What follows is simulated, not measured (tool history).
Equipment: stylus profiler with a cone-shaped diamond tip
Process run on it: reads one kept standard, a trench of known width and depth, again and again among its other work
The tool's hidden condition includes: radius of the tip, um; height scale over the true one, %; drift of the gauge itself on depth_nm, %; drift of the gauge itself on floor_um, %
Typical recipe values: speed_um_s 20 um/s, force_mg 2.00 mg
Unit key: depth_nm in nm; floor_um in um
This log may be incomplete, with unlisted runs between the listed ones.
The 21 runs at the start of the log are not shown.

run,day,speed_um_s,force_mg,scans with this tip,hours of work since the height scale was calibrated,depth_nm,floor_um
22,21.871,11,2.88,6973,567,202.80,96.65
23,22.496,11,2.88,7094,576,202.84,96.70
24,23.767,73,2.88,7340,596,202.86,96.49
25,25.012,24,2.00,7581,616,202.54,96.52
26,26.462,14,2.00,7861,639,202.38,96.61
27,27.925,14,2.00,8144,662,202.34,96.56
28,28.612,15,2.96,8277,672,202.92,96.52
29,29.762,15,2.96,8499,691,203.04,96.60
30,30.729,15,2.96,8686,706,203.03,96.53
31,31.871,15,2.96,8907,724,203.01,96.56
32,33.133,32,1.07,9151,743,201.79,96.37

3 ways to go on from here, each from the tool as it stands after run 32. What would each give?
A,34.150,6,1.07,9348,759,?,?
B,34.150,32,1.15,9348,759,?,?
C,34.150,12,0.86,9348,759,?,?

run,depth_nm,floor_um
A,201.61,96.53
B,201.83,96.41
C,201.70,96.49
With the hidden condition removed and each run's random variation left untouched, the same runs would have given:
run,depth_nm,floor_um
A,201.27,97.20
B,201.48,97.08
C,201.36,97.16

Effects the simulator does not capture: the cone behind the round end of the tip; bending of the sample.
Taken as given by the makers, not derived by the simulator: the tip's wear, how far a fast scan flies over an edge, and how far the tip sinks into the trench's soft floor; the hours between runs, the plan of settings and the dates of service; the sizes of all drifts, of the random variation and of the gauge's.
